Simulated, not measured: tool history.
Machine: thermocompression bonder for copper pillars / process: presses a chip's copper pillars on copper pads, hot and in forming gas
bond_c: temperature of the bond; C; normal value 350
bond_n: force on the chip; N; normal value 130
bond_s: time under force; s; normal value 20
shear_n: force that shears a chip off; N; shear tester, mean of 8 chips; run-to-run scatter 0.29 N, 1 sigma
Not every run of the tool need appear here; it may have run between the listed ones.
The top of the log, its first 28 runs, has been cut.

run 29 hour=251.9 | bond_c=330 bond_n=83 bond_s=10 | shear_n=26.5
run 30 hour=265.5 | bond_c=350 bond_n=160 bond_s=20 | shear_n=64.0
run 31 hour=275.3 | bond_c=351 bond_n=89 bond_s=13 | shear_n=40.2
run 32 hour=281.7 | bond_c=339 bond_n=117 bond_s=10 | shear_n=37.5
run 33 hour=290.9 | bond_c=352 bond_n=154 bond_s=42 | shear_n=78.5
run 34 hour=296.9 | bond_c=341 bond_n=93 bond_s=24 | shear_n=46.1
run 35 hour=307.7 | bond_c=341 bond_n=93 bond_s=24 | shear_n=46.6
run 36 hour=321.0 | bond_c=365 bond_n=188 bond_s=59 | shear_n=94.5
run 37 hour=331.1 | bond_c=338 bond_n=188 bond_s=56 | shear_n=81.3
run 38 hour=341.1 | bond_c=371 bond_n=187 bond_s=16 | shear_n=76.2
run 39 hour=353.0 | bond_c=326 bond_n=146 bond_s=40 | shear_n=60.0

Branching from run 39: 3 alternative next runs. What would each branch give?
run A hour=358.8 | bond_c=349 bond_n=146 bond_s=40 | shear_n=?
run B hour=358.8 | bond_c=333 bond_n=169 bond_s=40 | shear_n=?
run C hour=358.8 | bond_c=354 bond_n=130 bond_s=20 | shear_n=?

run=A shear_n=73.4
run=B shear_n=68.6
run=C shear_n=60.1
The same runs, with their run-to-run variation unchanged, on a tool lacking any hidden condition would have given:
run=A shear_n=74.2
run=B shear_n=69.1
run=C shear_n=60.4
